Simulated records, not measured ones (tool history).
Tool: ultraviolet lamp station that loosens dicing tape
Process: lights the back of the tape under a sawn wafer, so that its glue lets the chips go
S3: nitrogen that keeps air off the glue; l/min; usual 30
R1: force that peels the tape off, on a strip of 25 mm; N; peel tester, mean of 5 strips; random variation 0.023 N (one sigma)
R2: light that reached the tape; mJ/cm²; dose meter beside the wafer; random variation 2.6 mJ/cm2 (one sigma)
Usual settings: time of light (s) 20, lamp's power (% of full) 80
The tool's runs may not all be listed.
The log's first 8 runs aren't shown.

{"run": 9, "hour": 90.7, "time of light (s)": 20, "lamp's power (% of full)": 80, "S3": 30, "R1": 1.106, "R2": 338}
{"run": 10, "hour": 105.4, "time of light (s)": 13, "lamp's power (% of full)": 80, "S3": 30, "R1": 2.373, "R2": 222}
{"run": 11, "hour": 117.0, "time of light (s)": 12, "lamp's power (% of full)": 80, "S3": 30, "R1": 2.621, "R2": 209}
{"run": 12, "hour": 127.5, "time of light (s)": 12, "lamp's power (% of full)": 80, "S3": 30, "R1": 2.728, "R2": 198}
{"run": 13, "hour": 139.8, "time of light (s)": 12, "lamp's power (% of full)": 80, "S3": 30, "R1": 2.718, "R2": 202}
{"run": 14, "hour": 149.0, "time of light (s)": 12, "lamp's power (% of full)": 80, "S3": 30, "R1": 2.572, "R2": 205}
{"run": 15, "hour": 162.1, "time of light (s)": 20, "lamp's power (% of full)": 80, "S3": 30, "R1": 1.143, "R2": 336}
{"run": 16, "hour": 172.4, "time of light (s)": 20, "lamp's power (% of full)": 80, "S3": 11, "R1": 1.691, "R2": 337}
{"hour": 184.1, "done": "window cleaned of glue's vapour"}
{"run": 17, "hour": 188.5, "time of light (s)": 13, "lamp's power (% of full)": 90, "S3": 43, "R1": 1.816, "R2": 252}
{"run": 18, "hour": 195.3, "time of light (s)": 25, "lamp's power (% of full)": 90, "S3": 43, "R1": 0.465, "R2": 479}
{"run": 19, "hour": 208.7, "time of light (s)": 15, "lamp's power (% of full)": 63, "S3": 17, "R1": 2.983, "R2": 201}
{"run": 20, "hour": 218.9, "time of light (s)": 20, "lamp's power (% of full)": 80, "S3": 24, "R1": 1.267, "R2": 341}
{"run": 21, "hour": 234.8, "time of light (s)": 35, "lamp's power (% of full)": 74, "S3": 19, "R1": 0.464, "R2": 548}
{"run": 22, "hour": 243.5, "time of light (s)": 35, "lamp's power (% of full)": 74, "S3": 13, "R1": 0.57, "R2": 547}
{"run": 23, "hour": 258.9, "time of light (s)": 20, "lamp's power (% of full)": 85, "S3": 34, "R1": 0.939, "R2": 361}
{"run": 24, "hour": 271.2, "time of light (s)": 20, "lamp's power (% of full)": 85, "S3": 34, "R1": 0.955, "R2": 362}
{"run": 25, "hour": 285.8, "time of light (s)": 20, "lamp's power (% of full)": 85, "S3": 34, "R1": 0.946, "R2": 365}
{"run": 26, "hour": 295.6, "time of light (s)": 13, "lamp's power (% of full)": 80, "S3": 17, "R1": 2.613, "R2": 225}
{"run": 27, "hour": 304.9, "time of light (s)": 13, "lamp's power (% of full)": 80, "S3": 17, "R1": 2.779, "R2": 220}
{"run": 28, "hour": 317.6, "time of light (s)": 13, "lamp's power (% of full)": 80, "S3": 17, "R1": 2.771, "R2": 222}
{"run": 29, "hour": 329.2, "time of light (s)": 20, "lamp's power (% of full)": 80, "S3": 30, "R1": 1.15, "R2": 340}
{"run": 30, "hour": 343.6, "time of light (s)": 36, "lamp's power (% of full)": 80, "S3": 16, "R1": 0.369, "R2": 613}
{"run": 31, "hour": 353.2, "time of light (s)": 36, "lamp's power (% of full)": 80, "S3": 16, "R1": 0.393, "R2": 609}

5 ways to go on from here, each from the tool as it stands after run 31. What would each give?
{"run": "A", "hour": 362.6, "time of light (s)": 28, "lamp's power (% of full)": 99, "S3": 16, "R1": "?", "R2": "?"}
{"run": "B", "hour": 362.6, "time of light (s)": 24, "lamp's power (% of full)": 80, "S3": 16, "R1": "?", "R2": "?"}
{"run": "C", "hour": 362.6, "time of light (s)": 28, "lamp's power (% of full)": 82, "S3": 49, "R1": "?", "R2": "?"}
{"run": "D", "hour": 362.6, "time of light (s)": 15, "lamp's power (% of full)": 79, "S3": 44, "R1": "?", "R2": "?"}
{"run": "E", "hour": 362.6, "time of light (s)": 36, "lamp's power (% of full)": 69, "S3": 30, "R1": "?", "R2": "?"}

run=A R1=0.415 R2=586
run=B R1=1.035 R2=408
run=C R1=0.422 R2=493
run=D R1=1.785 R2=250
run=E R1=0.419 R2=521
Without the tool's hidden state the same runs would have given:
run=A R1=0.414 R2=586
run=B R1=1.033 R2=408
run=C R1=0.421 R2=494
run=D R1=1.783 R2=250
run=E R1=0.419 R2=521

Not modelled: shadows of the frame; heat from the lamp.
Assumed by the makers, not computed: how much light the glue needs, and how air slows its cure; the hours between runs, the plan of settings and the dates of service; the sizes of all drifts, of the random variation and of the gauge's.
